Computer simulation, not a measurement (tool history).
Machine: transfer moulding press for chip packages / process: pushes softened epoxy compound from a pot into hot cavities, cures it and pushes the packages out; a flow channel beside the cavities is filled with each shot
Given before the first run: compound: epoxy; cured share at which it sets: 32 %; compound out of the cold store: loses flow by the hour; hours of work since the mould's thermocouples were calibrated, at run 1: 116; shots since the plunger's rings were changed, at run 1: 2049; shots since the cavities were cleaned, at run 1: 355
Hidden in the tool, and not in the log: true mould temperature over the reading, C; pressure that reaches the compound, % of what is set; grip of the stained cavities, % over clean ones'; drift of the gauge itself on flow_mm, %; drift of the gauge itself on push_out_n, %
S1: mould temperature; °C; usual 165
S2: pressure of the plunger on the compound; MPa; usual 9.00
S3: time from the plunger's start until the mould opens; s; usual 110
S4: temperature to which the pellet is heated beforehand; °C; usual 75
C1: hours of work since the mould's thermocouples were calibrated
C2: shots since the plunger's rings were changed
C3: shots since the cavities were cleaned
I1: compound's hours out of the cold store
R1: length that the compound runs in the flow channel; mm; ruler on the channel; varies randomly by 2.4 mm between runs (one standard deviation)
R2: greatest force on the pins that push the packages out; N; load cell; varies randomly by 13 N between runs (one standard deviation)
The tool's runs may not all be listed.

{"run": 1, "hour": 0.0, "S1": 165, "S2": 9.0, "S3": 110, "S4": 75, "C1": 116, "C2": 2049, "C3": 355, "I1": 10.8, "R1": 614, "R2": 615}
{"run": 2, "hour": 36.5, "S1": 165, "S2": 9.0, "S3": 110, "S4": 75, "C1": 139, "C2": 2418, "C3": 724, "I1": 40.6, "R1": 507, "R2": 556}
{"hour": 51.3, "done": "cavities cleaned with cleaning compound and waxed"}
{"run": 3, "hour": 77.7, "S1": 165, "S2": 9.0, "S3": 110, "S4": 75, "C1": 165, "C2": 2818, "C3": 267, "I1": 32.4, "R1": 532, "R2": 579}
{"run": 4, "hour": 110.5, "S1": 165, "S2": 9.0, "S3": 110, "S4": 75, "C1": 186, "C2": 3149, "C3": 598, "I1": 17.8, "R1": 587, "R2": 591}
{"hour": 138.3, "done": "cavities cleaned with cleaning compound and waxed"}
{"hour": 152.4, "done": "plunger's sealing rings changed"}
{"run": 5, "hour": 159.4, "S1": 165, "S2": 9.0, "S3": 110, "S4": 75, "C1": 214, "C2": 71, "C3": 188, "I1": 44.4, "R1": 492, "R2": 568}
{"run": 6, "hour": 198.4, "S1": 165, "S2": 9.0, "S3": 117, "S4": 75, "C1": 239, "C2": 464, "C3": 581, "I1": 28.4, "R1": 550, "R2": 545}
{"hour": 230.1, "done": "cavities cleaned with cleaning compound and waxed"}
{"run": 7, "hour": 247.7, "S1": 165, "S2": 9.0, "S3": 117, "S4": 75, "C1": 269, "C2": 946, "C3": 178, "I1": 28.5, "R1": 552, "R2": 510}
{"run": 8, "hour": 305.0, "S1": 165, "S2": 9.0, "S3": 110, "S4": 68, "C1": 306, "C2": 1525, "C3": 757, "I1": 14.2, "R1": 600, "R2": 632}
{"hour": 315.8, "done": "cavities cleaned with cleaning compound and waxed"}
{"run": 9, "hour": 345.2, "S1": 165, "S2": 9.0, "S3": 110, "S4": 68, "C1": 331, "C2": 1915, "C3": 297, "I1": 28.5, "R1": 545, "R2": 595}
{"hour": 371.5, "done": "mould's thermocouples calibrated"}
{"hour": 404.9, "done": "cavities cleaned with cleaning compound and waxed"}
{"run": 10, "hour": 419.2, "S1": 165, "S2": 9.0, "S3": 110, "S4": 68, "C1": 29, "C2": 2626, "C3": 144, "I1": 29.9, "R1": 544, "R2": 571}
{"run": 11, "hour": 470.2, "S1": 165, "S2": 9.0, "S3": 110, "S4": 68, "C1": 62, "C2": 3140, "C3": 658, "I1": 24.5, "R1": 559, "R2": 593}
{"hour": 491.9, "done": "cavities cleaned with cleaning compound and waxed"}
{"run": 12, "hour": 502.0, "S1": 165, "S2": 9.0, "S3": 110, "S4": 68, "C1": 81, "C2": 3446, "C3": 102, "I1": 35.2, "R1": 524, "R2": 590}
{"hour": 514.1, "done": "plunger's sealing rings changed"}
{"run": 13, "hour": 556.0, "S1": 165, "S2": 9.0, "S3": 110, "S4": 68, "C1": 114, "C2": 423, "C3": 622, "I1": 34.6, "R1": 527, "R2": 599}
{"hour": 586.4, "done": "cavities cleaned with cleaning compound and waxed"}
{"run": 14, "hour": 618.9, "S1": 165, "S2": 9.0, "S3": 110, "S4": 75, "C1": 153, "C2": 1042, "C3": 328, "I1": 46.8, "R1": 487, "R2": 560}
{"run": 15, "hour": 662.9, "S1": 165, "S2": 7.45, "S3": 98, "S4": 75, "C1": 181, "C2": 1485, "C3": 771, "I1": 8.8, "R1": 563, "R2": 829}
{"hour": 672.8, "done": "cavities cleaned with cleaning compound and waxed"}
{"run": 16, "hour": 713.1, "S1": 165, "S2": 7.45, "S3": 98, "S4": 75, "C1": 212, "C2": 1977, "C3": 407, "I1": 40.7, "R1": 462, "R2": 694}
{"hour": 760.9, "done": "cavities cleaned with cleaning compound and waxed"}
{"run": 17, "hour": 761.9, "S1": 169, "S2": 8.71, "S3": 106, "S4": 65, "C1": 242, "C2": 2454, "C3": 10, "I1": 27.2, "R1": 532, "R2": 505}
{"run": 18, "hour": 797.0, "S1": 159, "S2": 8.71, "S3": 106, "S4": 65, "C1": 265, "C2": 2808, "C3": 364, "I1": 37.3, "R1": 527, "R2": 933}
{"hour": 847.4, "done": "cavities cleaned with cleaning compound and waxed"}
{"run": 19, "hour": 850.4, "S1": 159, "S2": 8.71, "S3": 106, "S4": 65, "C1": 298, "C2": 3332, "C3": 31, "I1": 19.9, "R1": 586, "R2": 999}
{"hour": 876.3, "done": "plunger's sealing rings changed"}
{"run": 20, "hour": 910.8, "S1": 161, "S2": 8.89, "S3": 106, "S4": 65, "C1": 335, "C2": 348, "C3": 615, "I1": 14.0, "R1": 607, "R2": 919}
{"hour": 930.3, "done": "mould's thermocouples calibrated"}
{"hour": 937.5, "done": "cavities cleaned with cleaning compound and waxed"}
{"run": 21, "hour": 982.3, "S1": 161, "S2": 8.89, "S3": 106, "S4": 65, "C1": 32, "C2": 1034, "C3": 452, "I1": 14.1, "R1": 603, "R2": 853}
{"run": 22, "hour": 1017.5, "S1": 168, "S2": 9.67, "S3": 110, "S4": 75, "C1": 55, "C2": 1389, "C3": 807, "I1": 37.0, "R1": 526, "R2": 502}
{"hour": 1027.4, "done": "cavities cleaned with cleaning compound and waxed"}
{"run": 23, "hour": 1051.5, "S1": 173, "S2": 9.0, "S3": 110, "S4": 68, "C1": 75, "C2": 1717, "C3": 244, "I1": 17.5, "R1": 566, "R2": 462}
{"run": 24, "hour": 1110.9, "S1": 161, "S2": 8.04, "S3": 110, "S4": 68, "C1": 113, "C2": 2315, "C3": 842, "I1": 8.9, "R1": 595, "R2": 839}
{"hour": 1118.9, "done": "cavities cleaned with cleaning compound and waxed"}
{"run": 25, "hour": 1179.8, "S1": 159, "S2": 9.0, "S3": 110, "S4": 75, "C1": 156, "C2": 2995, "C3": 613, "I1": 27.5, "R1": 570, "R2": 886}
{"hour": 1209.1, "done": "cavities cleaned with cleaning compound and waxed"}
{"run": 26, "hour": 1228.4, "S1": 169, "S2": 9.0, "S3": 112, "S4": 76, "C1": 186, "C2": 3471, "C3": 195, "I1": 25.4, "R1": 546, "R2": 501}
{"hour": 1236.9, "done": "plunger's sealing rings changed"}
{"run": 27, "hour": 1284.6, "S1": 165, "S2": 9.0, "S3": 110, "S4": 68, "C1": 220, "C2": 481, "C3": 737, "I1": 47.4, "R1": 487, "R2": 578}

Hidden state at the last listed run before each entry between runs and at the first one after, where it differs:
In the gap between runs 2 and 3: cavities cleaned with cleaning compound and waxed (hour 51.3)
  pressure that reaches the compound, % of what is set: 99.87 -> 99.85; grip of the stained cavities, % over clean ones': 1.6 -> 0.8
  measured less the result without the state, R2: +9 -> +5 N
In the gap between runs 4 and 5: cavities cleaned with cleaning compound and waxed (hour 138.3); plunger's sealing rings changed (hour 152.4)
  true mould temperature over the reading, C: -0.01 -> -0.02; pressure that reaches the compound, % of what is set: 99.84 -> 99.99; grip of the stained cavities, % over clean ones': 1.4 -> 0.6
  measured less the result without the state, R2: +8 -> +4 N
In the gap between runs 6 and 7: cavities cleaned with cleaning compound and waxed (hour 230.1)
  pressure that reaches the compound, % of what is set: 99.97 -> 99.95; grip of the stained cavities, % over clean ones': 1.4 -> 0.6
  measured less the result without the state, R2: +7 -> +3 N
In the gap between runs 8 and 9: cavities cleaned with cleaning compound and waxed (hour 315.8)
  pressure that reaches the compound, % of what is set: 99.92 -> 99.9; grip of the stained cavities, % over clean ones': 1.6 -> 1
  measured less the result without the state, R2: +10 -> +6 N
In the gap between runs 9 and 10: mould's thermocouples calibrated (hour 371.5); cavities cleaned with cleaning compound and waxed (hour 404.9)
  true mould temperature over the reading, C: -0.02 -> -0.01; pressure that reaches the compound, % of what is set: 99.9 -> 99.87; grip of the stained cavities, % over clean ones': 1 -> 0.5
  measured less the result without the state, R2: +6 -> +3 N
In the gap between runs 11 and 12: cavities cleaned with cleaning compound and waxed (hour 491.9)
  pressure that reaches the compound, % of what is set: 99.84 -> 99.83; grip of the stained cavities, % over clean ones': 1.5 -> 0.4
  measured less the result without the state, R2: +9 -> +3 N
In the gap between runs 12 and 13: plunger's sealing rings changed (hour 514.1)
  pressure that reaches the compound, % of what is set: 99.83 -> 99.97; grip of the stained cavities, % over clean ones': 0.4 -> 1.5
  measured less the result without the state, R2: +3 -> +9 N
In the gap between runs 13 and 14: cavities cleaned with cleaning compound and waxed (hour 586.4)
  true mould temperature over the reading, C: -0.01 -> -0.02; pressure that reaches the compound, % of what is set: 99.97 -> 99.95; grip of the stained cavities, % over clean ones': 1.5 -> 1
  measured less the result without the state, R2: +9 -> +7 N
In the gap between runs 15 and 16: cavities cleaned with cleaning compound and waxed (hour 672.8)
  pressure that reaches the compound, % of what is set: 99.92 -> 99.9; grip of the stained cavities, % over clean ones': 1.6 -> 1.1
  measured less the result without the state, R2: +14 -> +9 N
In the gap between runs 16 and 17: cavities cleaned with cleaning compound and waxed (hour 760.9)
  pressure that reaches the compound, % of what is set: 99.9 -> 99.88; grip of the stained cavities, % over clean ones': 1.1 -> 0
  measured less the result without the state, R2: +9 -> +1 N
In the gap between runs 18 and 19: cavities cleaned with cleaning compound and waxed (hour 847.4)
  pressure that reaches the compound, % of what is set: 99.86 -> 99.84; grip of the stained cavities, % over clean ones': 1 -> 0.1
  measured less the result without the state, R2: +11 -> +4 N
In the gap between runs 19 and 20: plunger's sealing rings changed (hour 876.3)
  true mould temperature over the reading, C: -0.02 -> -0.03; pressure that reaches the compound, % of what is set: 99.84 -> 99.98; grip of the stained cavities, % over clean ones': 0.1 -> 1.4
  measured less the result without the state, R2: +4 -> +15 N
In the gap between runs 20 and 21: mould's thermocouples calibrated (hour 930.3); cavities cleaned with cleaning compound and waxed (hour 937.5)
  true mould temperature over the reading, C: -0.03 -> 0; pressure that reaches the compound, % of what is set: 99.98 -> 99.95; grip of the stained cavities, % over clean ones': 1.4 -> 1.1
  measured less the result without the state, R2: +15 -> +9 N
In the gap between runs 22 and 23: cavities cleaned with cleaning compound and waxed (hour 1027.4)
  pressure that reaches the compound, % of what is set: 99.93 -> 99.91; grip of the stained cavities, % over clean ones': 1.6 -> 0.7
  measured less the result without the state, R2: +8 -> +4 N
In the gap between runs 24 and 25: cavities cleaned with cleaning compound and waxed (hour 1118.9)
  true mould temperature over the reading, C: 0 -> -0.01; pressure that reaches the compound, % of what is set: 99.89 -> 99.85; grip of the stained cavities, % over clean ones': 1.7 -> 1.4
  measured less the result without the state, R2: +14 -> +13 N
In the gap between runs 25 and 26: cavities cleaned with cleaning compound and waxed (hour 1209.1)
  pressure that reaches the compound, % of what is set: 99.85 -> 99.83; grip of the stained cavities, % over clean ones': 1.4 -> 0.6
  measured less the result without the state, R2: +13 -> +3 N
In the gap between runs 26 and 27: plunger's sealing rings changed (hour 1236.9)
  pressure that reaches the compound, % of what is set: 99.83 -> 99.97; grip of the stained cavities, % over clean ones': 0.6 -> 1.6
  measured less the result without the state, R2: +3 -> +10 N
